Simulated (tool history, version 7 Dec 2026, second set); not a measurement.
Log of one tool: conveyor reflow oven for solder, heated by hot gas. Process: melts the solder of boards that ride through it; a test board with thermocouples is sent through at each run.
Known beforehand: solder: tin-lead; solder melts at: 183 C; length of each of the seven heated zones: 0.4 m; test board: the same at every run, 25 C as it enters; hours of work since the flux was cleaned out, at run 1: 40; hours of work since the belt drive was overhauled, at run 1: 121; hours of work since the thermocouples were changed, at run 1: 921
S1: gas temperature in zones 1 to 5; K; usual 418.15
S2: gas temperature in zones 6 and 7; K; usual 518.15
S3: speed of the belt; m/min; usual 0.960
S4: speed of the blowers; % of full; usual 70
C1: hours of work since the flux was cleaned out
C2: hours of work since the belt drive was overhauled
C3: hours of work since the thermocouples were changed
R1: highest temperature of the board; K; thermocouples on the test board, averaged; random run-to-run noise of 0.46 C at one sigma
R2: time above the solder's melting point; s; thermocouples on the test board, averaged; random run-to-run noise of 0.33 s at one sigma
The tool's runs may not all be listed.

{"run": 1, "hour": 0.0, "S1": 418.15, "S2": 518.15, "S3": 0.96, "S4": 70, "C1": 40, "C2": 121, "C3": 921, "R1": 503.25, "R2": 44.5}
{"run": 2, "hour": 10.2, "S1": 418.15, "S2": 518.15, "S3": 0.96, "S4": 70, "C1": 46, "C2": 127, "C3": 926, "R1": 503.45, "R2": 44.6}
{"run": 3, "hour": 24.8, "S1": 418.15, "S2": 518.15, "S3": 0.96, "S4": 70, "C1": 53, "C2": 134, "C3": 934, "R1": 502.75, "R2": 45.1}
{"run": 4, "hour": 39.9, "S1": 418.15, "S2": 518.15, "S3": 0.96, "S4": 70, "C1": 61, "C2": 142, "C3": 942, "R1": 503.45, "R2": 44.7}
{"run": 5, "hour": 48.0, "S1": 418.15, "S2": 518.15, "S3": 0.96, "S4": 70, "C1": 66, "C2": 147, "C3": 946, "R1": 501.95, "R2": 43.7}
{"run": 6, "hour": 58.8, "S1": 418.15, "S2": 518.15, "S3": 0.96, "S4": 70, "C1": 71, "C2": 152, "C3": 952, "R1": 503.35, "R2": 44.5}
{"run": 7, "hour": 72.4, "S1": 418.15, "S2": 518.15, "S3": 0.96, "S4": 70, "C1": 79, "C2": 160, "C3": 959, "R1": 503.05, "R2": 44.8}
{"run": 8, "hour": 83.9, "S1": 418.15, "S2": 518.15, "S3": 0.996, "S4": 70, "C1": 85, "C2": 166, "C3": 965, "R1": 501.85, "R2": 42.5}
{"run": 9, "hour": 94.2, "S1": 418.15, "S2": 518.15, "S3": 1.143, "S4": 70, "C1": 90, "C2": 171, "C3": 970, "R1": 497.15, "R2": 35.1}
{"run": 10, "hour": 103.9, "S1": 418.15, "S2": 518.15, "S3": 1.143, "S4": 70, "C1": 95, "C2": 176, "C3": 976, "R1": 497.25, "R2": 35.3}
{"run": 11, "hour": 110.6, "S1": 418.15, "S2": 520.15, "S3": 0.96, "S4": 70, "C1": 99, "C2": 180, "C3": 979, "R1": 505.35, "R2": 45.1}
{"run": 12, "hour": 120.7, "S1": 418.15, "S2": 518.15, "S3": 1.075, "S4": 70, "C1": 104, "C2": 185, "C3": 984, "R1": 499.55, "R2": 38.2}
{"hour": 130.1, "done": "thermocouples of zones 6 and 7 changed"}
{"run": 13, "hour": 137.7, "S1": 418.15, "S2": 518.15, "S3": 1.075, "S4": 70, "C1": 112, "C2": 193, "C3": 4, "R1": 499.25, "R2": 38.3}
{"run": 14, "hour": 144.9, "S1": 418.15, "S2": 518.15, "S3": 1.075, "S4": 70, "C1": 116, "C2": 197, "C3": 8, "R1": 498.95, "R2": 38.5}
{"run": 15, "hour": 158.2, "S1": 418.15, "S2": 518.15, "S3": 1.075, "S4": 70, "C1": 123, "C2": 204, "C3": 15, "R1": 498.85, "R2": 38.5}
{"run": 16, "hour": 172.4, "S1": 418.15, "S2": 528.15, "S3": 0.96, "S4": 70, "C1": 130, "C2": 211, "C3": 22, "R1": 511.35, "R2": 48.2}
{"run": 17, "hour": 185.2, "S1": 418.15, "S2": 528.15, "S3": 0.96, "S4": 70, "C1": 137, "C2": 218, "C3": 29, "R1": 511.25, "R2": 47.8}
{"run": 18, "hour": 195.1, "S1": 418.15, "S2": 528.15, "S3": 0.96, "S4": 70, "C1": 142, "C2": 223, "C3": 34, "R1": 512.45, "R2": 47.4}
{"run": 19, "hour": 203.8, "S1": 418.15, "S2": 520.15, "S3": 1.119, "S4": 65, "C1": 147, "C2": 228, "C3": 39, "R1": 498.35, "R2": 36.6}
{"run": 20, "hour": 212.3, "S1": 418.15, "S2": 520.15, "S3": 1.119, "S4": 65, "C1": 151, "C2": 232, "C3": 43, "R1": 497.85, "R2": 36.3}
{"run": 21, "hour": 223.8, "S1": 418.15, "S2": 520.15, "S3": 0.96, "S4": 64, "C1": 157, "C2": 238, "C3": 50, "R1": 503.85, "R2": 44.9}
{"run": 22, "hour": 230.6, "S1": 418.15, "S2": 506.15, "S3": 1.117, "S4": 64, "C1": 161, "C2": 242, "C3": 53, "R1": 486.75, "R2": 31.2}
{"run": 23, "hour": 245.0, "S1": 414.15, "S2": 513.15, "S3": 1.024, "S4": 81, "C1": 169, "C2": 250, "C3": 61, "R1": 497.15, "R2": 39.0}
{"run": 24, "hour": 253.3, "S1": 414.15, "S2": 513.15, "S3": 0.815, "S4": 81, "C1": 173, "C2": 254, "C3": 65, "R1": 504.15, "R2": 52.2}
{"run": 25, "hour": 261.1, "S1": 418.15, "S2": 527.15, "S3": 0.802, "S4": 58, "C1": 177, "C2": 258, "C3": 69, "R1": 514.05, "R2": 57.6}
{"run": 26, "hour": 267.2, "S1": 413.15, "S2": 518.15, "S3": 0.96, "S4": 72, "C1": 180, "C2": 261, "C3": 72, "R1": 502.75, "R2": 43.1}
{"run": 27, "hour": 273.8, "S1": 413.15, "S2": 518.15, "S3": 0.96, "S4": 72, "C1": 184, "C2": 265, "C3": 76, "R1": 502.45, "R2": 43.3}
{"run": 28, "hour": 284.3, "S1": 413.15, "S2": 517.15, "S3": 0.918, "S4": 71, "C1": 189, "C2": 270, "C3": 82, "R1": 502.15, "R2": 45.3}
{"run": 29, "hour": 297.8, "S1": 420.15, "S2": 516.15, "S3": 1.07, "S4": 70, "C1": 197, "C2": 278, "C3": 89, "R1": 498.35, "R2": 38.8}
{"run": 30, "hour": 306.0, "S1": 420.15, "S2": 516.15, "S3": 1.07, "S4": 70, "C1": 201, "C2": 282, "C3": 93, "R1": 497.75, "R2": 38.4}

Here are 5 independent what-if runs from the current tool condition. What would each one return?
{"run": "A", "hour": 320.2, "S1": 417.15, "S2": 516.15, "S3": 0.841, "S4": 88, "C1": 208, "C2": 289, "C3": 100, "R1": "?", "R2": "?"}
{"run": "B", "hour": 320.2, "S1": 427.15, "S2": 516.15, "S3": 1.07, "S4": 89, "C1": 208, "C2": 289, "C3": 100, "R1": "?", "R2": "?"}
{"run": "C", "hour": 320.2, "S1": 420.15, "S2": 520.15, "S3": 0.799, "S4": 70, "C1": 208, "C2": 289, "C3": 100, "R1": "?", "R2": "?"}
{"run": "D", "hour": 320.2, "S1": 403.15, "S2": 519.15, "S3": 1.07, "S4": 86, "C1": 208, "C2": 289, "C3": 100, "R1": "?", "R2": "?"}
{"run": "E", "hour": 320.2, "S1": 418.15, "S2": 518.15, "S3": 0.96, "S4": 60, "C1": 208, "C2": 289, "C3": 100, "R1": "?", "R2": "?"}

run=A R1=506.35 R2=52.5
run=B R1=503.15 R2=41.6
run=C R1=509.75 R2=56.6
run=D R1=500.35 R2=36.4
run=E R1=500.85 R2=43.4
The same runs, with their run-to-run variation unchanged, on a tool lacking any hidden condition would have given:
run=A R1=506.35 R2=52.4
run=B R1=503.15 R2=41.6
run=C R1=509.75 R2=56.6
run=D R1=500.25 R2=36.4
run=E R1=500.85 R2=43.4
